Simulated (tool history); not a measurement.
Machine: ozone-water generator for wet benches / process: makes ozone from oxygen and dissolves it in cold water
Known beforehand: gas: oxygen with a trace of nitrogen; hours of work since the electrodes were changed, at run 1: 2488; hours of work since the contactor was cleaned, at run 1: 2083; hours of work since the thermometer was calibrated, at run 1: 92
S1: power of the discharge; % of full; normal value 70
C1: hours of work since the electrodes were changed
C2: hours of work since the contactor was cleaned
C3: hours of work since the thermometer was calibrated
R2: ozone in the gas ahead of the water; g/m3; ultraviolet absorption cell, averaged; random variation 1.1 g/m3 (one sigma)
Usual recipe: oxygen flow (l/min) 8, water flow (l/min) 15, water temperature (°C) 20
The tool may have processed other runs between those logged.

run 1 hour=0 | S1=70 oxygen_flow_(l/min)=8 water_flow_(l/min)=15 water_temperature_(°C)=20 | C1=2488 C2=2083 C3=92 | dissolved_ozone_(ppm)=21.3 R2=163.6
run 2 hour=169.7 | S1=70 oxygen_flow_(l/min)=6 water_flow_(l/min)=15 water_temperature_(°C)=20 | C1=2623 C2=2218 C3=227 | dissolved_ozone_(ppm)=21.6 R2=188.5
run 3 hour=271.6 | S1=70 oxygen_flow_(l/min)=6 water_flow_(l/min)=15 water_temperature_(°C)=20 | C1=2704 C2=2299 C3=308 | dissolved_ozone_(ppm)=21.6 R2=186.4
run 4 hour=361 | S1=70 oxygen_flow_(l/min)=6 water_flow_(l/min)=15 water_temperature_(°C)=20 | C1=2775 C2=2370 C3=380 | dissolved_ozone_(ppm)=21.3 R2=187.7
run 5 hour=551.4 | S1=70 oxygen_flow_(l/min)=8 water_flow_(l/min)=15 water_temperature_(°C)=20 | C1=2927 C2=2522 C3=531 | dissolved_ozone_(ppm)=20.5 R2=158
run 6 hour=648.5 | S1=70 oxygen_flow_(l/min)=8 water_flow_(l/min)=15 water_temperature_(°C)=20 | C1=3005 C2=2600 C3=609 | dissolved_ozone_(ppm)=20.4 R2=159.4
run 7 hour=858.3 | S1=70 oxygen_flow_(l/min)=8 water_flow_(l/min)=15 water_temperature_(°C)=20 | C1=3172 C2=2767 C3=776 | dissolved_ozone_(ppm)=20.3 R2=157.5
run 8 hour=1041.1 | S1=70 oxygen_flow_(l/min)=8 water_flow_(l/min)=15 water_temperature_(°C)=20 | C1=3318 C2=2913 C3=922 | dissolved_ozone_(ppm)=19.7 R2=155.4

Run 9 has not been measured yet. What should we expect?
-- hour=1056.4 contactor cleaned
run 9 hour=1152.5 | S1=70 oxygen_flow_(l/min)=8 water_flow_(l/min)=21 water_temperature_(°C)=28 | C1=3403 C2=77 C3=1007 | dissolved_ozone_(ppm)=? R2=?

{"run 9": {"dissolved ozone (ppm)": 12.5, "R2": 154.9}}
Minus the tool's unlogged condition, the same run would have read dissolved ozone (ppm) 17.9, R2 193.8 g/m3.
